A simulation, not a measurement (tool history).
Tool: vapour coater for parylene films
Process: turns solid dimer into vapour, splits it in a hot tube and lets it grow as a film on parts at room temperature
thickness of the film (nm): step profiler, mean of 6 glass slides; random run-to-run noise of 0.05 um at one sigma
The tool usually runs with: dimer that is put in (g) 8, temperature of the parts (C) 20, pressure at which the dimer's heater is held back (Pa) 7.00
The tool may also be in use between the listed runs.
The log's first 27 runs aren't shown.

| run | hour | dimer that is put in (g) | temperature of the parts (C) | pressure at which the dimer's heater is held back (Pa) | thickness of the film (nm) |
|---|---|---|---|---|---|
| 28 | 1118.0 | 10 | 20 | 9.51 | 6410 |
|  | 1162.7 | table's thermometer calibrated |
| 29 | 1168.7 | 10 | 32 | 9.51 | 4280 |
| 30 | 1216.3 | 11 | 20 | 2.97 | 8270 |
| 31 | 1258.2 | 11 | 20 | 2.97 | 8290 |
| 32 | 1303.7 | 5 | 15 | 3.67 | 4380 |
| 33 | 1337.7 | 4 | 27 | 8.75 | 2030 |
| 34 | 1377.3 | 8 | 20 | 9.93 | 5240 |
| 35 | 1427.2 | 4 | 20 | 6.07 | 2760 |
| 36 | 1452.9 | 4 | 20 | 6.07 | 2740 |
| 37 | 1491.0 | 4 | 20 | 6.07 | 2690 |
| 38 | 1519.0 | 4 | 20 | 5.63 | 2730 |
| 39 | 1557.3 | 5 | 14 | 2.27 | 4680 |
| 40 | 1599.3 | 5 | 14 | 2.27 | 4690 |
|  | 1616.6 | trap's valve overhauled |
| 41 | 1627.8 | 8 | 28 | 2.79 | 4670 |
| 42 | 1673.9 | 6 | 28 | 2.79 | 3510 |
| 43 | 1714.9 | 6 | 28 | 2.79 | 3490 |
| 44 | 1763.5 | 6 | 28 | 2.79 | 3500 |
| 45 | 1808.1 | 4 | 28 | 7.03 | 2120 |
| 46 | 1830.8 | 5 | 28 | 2.46 | 3000 |
| 47 | 1863.0 | 4 | 20 | 7.00 | 2850 |
| 48 | 1902.0 | 4 | 20 | 7.00 | 2780 |

3 ways to go on from here, each from the tool as it stands after run 48. What would each give?
| A | 1925.8 | 12 | 28 | 2.03 | ? |
| B | 1925.8 | 8 | 25 | 7.00 | ? |
| C | 1925.8 | 4 | 19 | 11.71 | ? |

| run | thickness of the film (nm) |
|---|---|
| A | 7070 |
| B | 4580 |
| C | 2690 |
What these runs would have given with no unlogged condition in the tool:
| run | thickness of the film (nm) |
|---|---|
| A | 7320 |
| B | 4740 |
| C | 2790 |
